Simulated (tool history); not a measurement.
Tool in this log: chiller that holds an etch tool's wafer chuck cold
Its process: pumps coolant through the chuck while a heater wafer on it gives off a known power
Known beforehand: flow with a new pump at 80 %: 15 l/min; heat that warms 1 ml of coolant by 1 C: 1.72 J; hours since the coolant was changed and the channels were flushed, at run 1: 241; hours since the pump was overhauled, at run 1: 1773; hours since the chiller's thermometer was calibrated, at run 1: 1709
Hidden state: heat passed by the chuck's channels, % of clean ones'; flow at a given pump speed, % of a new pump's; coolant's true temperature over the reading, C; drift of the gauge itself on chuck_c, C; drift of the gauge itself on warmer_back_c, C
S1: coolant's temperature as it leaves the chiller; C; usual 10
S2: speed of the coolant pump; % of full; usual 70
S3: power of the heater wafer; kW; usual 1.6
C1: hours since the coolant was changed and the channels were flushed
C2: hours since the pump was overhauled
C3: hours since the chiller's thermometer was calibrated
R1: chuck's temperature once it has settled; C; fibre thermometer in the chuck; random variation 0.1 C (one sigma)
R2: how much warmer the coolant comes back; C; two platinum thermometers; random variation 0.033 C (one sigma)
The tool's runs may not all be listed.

Run 1, hour 0: usual settings; C1 241; C2 1773; C3 1709. Result: R1 30.3 C, R2 4.44 C.
Run 2, hour 23.2: usual settings; C1 264; C2 1796; C3 1732. Result: R1 30.5 C, R2 4.37 C.
Run 3, hour 69.6: usual settings; C1 310; C2 1843; C3 1778. Result: R1 30.4 C, R2 4.42 C.
Run 4, hour 99.4: usual settings but S1 15 C; C1 340; C2 1873; C3 1808. Result: R1 35.4 C, R2 4.49 C.
Run 5, hour 125.7: usual settings but S3 1.076 kW; C1 366; C2 1899; C3 1834. Result: R1 23.4 C, R2 2.96 C.
Run 6, hour 158.1: usual settings but S1 0 C; C1 399; C2 1931; C3 1867. Result: R1 20.4 C, R2 4.46 C.
Run 7, hour 194.3: usual settings but S3 1.796 kW; C1 435; C2 1968; C3 1903. Result: R1 32.9 C, R2 5.01 C.
Run 8, hour 220.8: usual settings; C1 462; C2 1994; C3 1930. Result: R1 30.4 C, R2 4.48 C.
Run 9, hour 242.8: usual settings; C1 483; C2 2016; C3 1951. Result: R1 30.5 C, R2 4.42 C.
Run 10, hour 272.9: usual settings; C1 514; C2 2046; C3 1982. Result: R1 30.6 C, R2 4.37 C.
Run 11, hour 309.8: usual settings; C1 551; C2 2083; C3 2019. Result: R1 30.5 C, R2 4.44 C.
Run 12, hour 353.8: usual settings; C1 595; C2 2127; C3 2063. Result: R1 30.5 C, R2 4.46 C.
Run 13, hour 399.7: usual settings; C1 640; C2 2173; C3 2108. Result: R1 30.7 C, R2 4.5 C.
Run 14, hour 437.3: usual settings; C1 678; C2 2211; C3 2146. Result: R1 30.7 C, R2 4.48 C.
Run 15, hour 480.8: usual settings; C1 722; C2 2254; C3 2190. Result: R1 30.7 C, R2 4.44 C.
Run 16, hour 508.5: usual settings; C1 749; C2 2282; C3 2217. Result: R1 30.8 C, R2 4.48 C.
Run 17, hour 551.8: usual settings; C1 793; C2 2325; C3 2261. Result: R1 30.6 C, R2 4.42 C.
Run 18, hour 589.1: usual settings but S1 1 C, S2 86 % of full, S3 1.257 kW; C1 830; C2 2362; C3 2298. Result: R1 15.2 C, R2 2.83 C.
Run 19, hour 635.7: usual settings but S1 6 C, S2 80 % of full, S3 1.257 kW; C1 876; C2 2409; C3 2344. Result: R1 20.7 C, R2 3.01 C.
Run 20, hour 679.1: usual settings but S1 12 C, S2 79 % of full, S3 0.814 kW; C1 920; C2 2452; C3 2388. Result: R1 21.6 C, R2 1.98 C.
Run 21, hour 709.3: usual settings but S2 97 % of full, S3 1.308 kW; C1 950; C2 2483; C3 2418. Result: R1 23.6 C, R2 2.57 C.
Run 22, hour 733.8: usual settings but S1 11 C, S2 63 % of full, S3 1.571 kW; C1 975; C2 2507; C3 2443. Result: R1 33.1 C, R2 4.94 C.
At hour 747.9: chiller's thermometer calibrated.
Run 23, hour 779.9: usual settings but S1 1 C, S2 95 % of full, S3 0.933 kW; C1 1020; C2 2552; C3 32. Result: R1 11 C, R2 1.88 C.
Run 24, hour 811.4: usual settings but S1 8 C, S3 1.555 kW; C1 1051; C2 2584; C3 63. Result: R1 28.7 C, R2 4.34 C.
Run 25, hour 833.9: usual settings but S1 4 C, S2 75 % of full, S3 1.34 kW; C1 1074; C2 2606; C3 86. Result: R1 20.9 C, R2 3.55 C.
Run 26, hour 853.1: usual settings but S1 1 C, S2 76 % of full, S3 1.515 kW; C1 1093; C2 2625; C3 105. Result: R1 20.3 C, R2 3.91 C.
Run 27, hour 896.7: usual settings but S1 5 C, S2 83 % of full, S3 1.392 kW; C1 1136; C2 2669; C3 149. Result: R1 21.8 C, R2 3.26 C.
Run 28, hour 936.2: usual settings but S1 4 C, S2 72 % of full; C1 1176; C2 2708; C3 188. Result: R1 25 C, R2 4.38 C.
Run 29, hour 980.7: usual settings but S1 4 C, S2 72 % of full; C1 1220; C2 2753; C3 233. Result: R1 25.1 C, R2 4.42 C.
Run 30, hour 1011.2: usual settings but S1 2 C, S2 61 % of full; C1 1251; C2 2783; C3 263. Result: R1 25.8 C, R2 5.23 C.
Run 31, hour 1050.5: usual settings but S1 2 C, S2 61 % of full; C1 1290; C2 2823; C3 303. Result: R1 25.9 C, R2 5.26 C.

5 options for the next run, each taken on its own from the tool as it stands now. Forecast them:
Run A, hour 1092.2: usual settings but S1 2 C, S2 60 % of full; C1 1332; C2 2865; C3 344. Result: R1 ?, R2 ?.
Run B, hour 1092.2: usual settings but S1 7 C, S3 1.89 kW; C1 1332; C2 2865; C3 344. Result: R1 ?, R2 ?.
Run C, hour 1092.2: usual settings but S1 6 C; C1 1332; C2 2865; C3 344. Result: R1 ?, R2 ?.
Run D, hour 1092.2: usual settings but S1 18 C, S2 79 % of full; C1 1332; C2 2865; C3 344. Result: R1 ?, R2 ?.
Run E, hour 1092.2: usual settings but S1 2 C, S2 61 % of full, S3 1.31 kW; C1 1332; C2 2865; C3 344. Result: R1 ?, R2 ?.

run    R1    R2
  A  25.9  5.32
  B  32.6  5.33
  C  27.8  4.46
  D    38  3.97
  E  21.4  4.29
The same runs, with their run-to-run variation unchanged, on a tool lacking any hidden condition would have given:
run    R1    R2
  A  23.9  5.04
  B  30.4  5.05
  C    26  4.22
  D  36.3  3.76
  E  19.8  4.06

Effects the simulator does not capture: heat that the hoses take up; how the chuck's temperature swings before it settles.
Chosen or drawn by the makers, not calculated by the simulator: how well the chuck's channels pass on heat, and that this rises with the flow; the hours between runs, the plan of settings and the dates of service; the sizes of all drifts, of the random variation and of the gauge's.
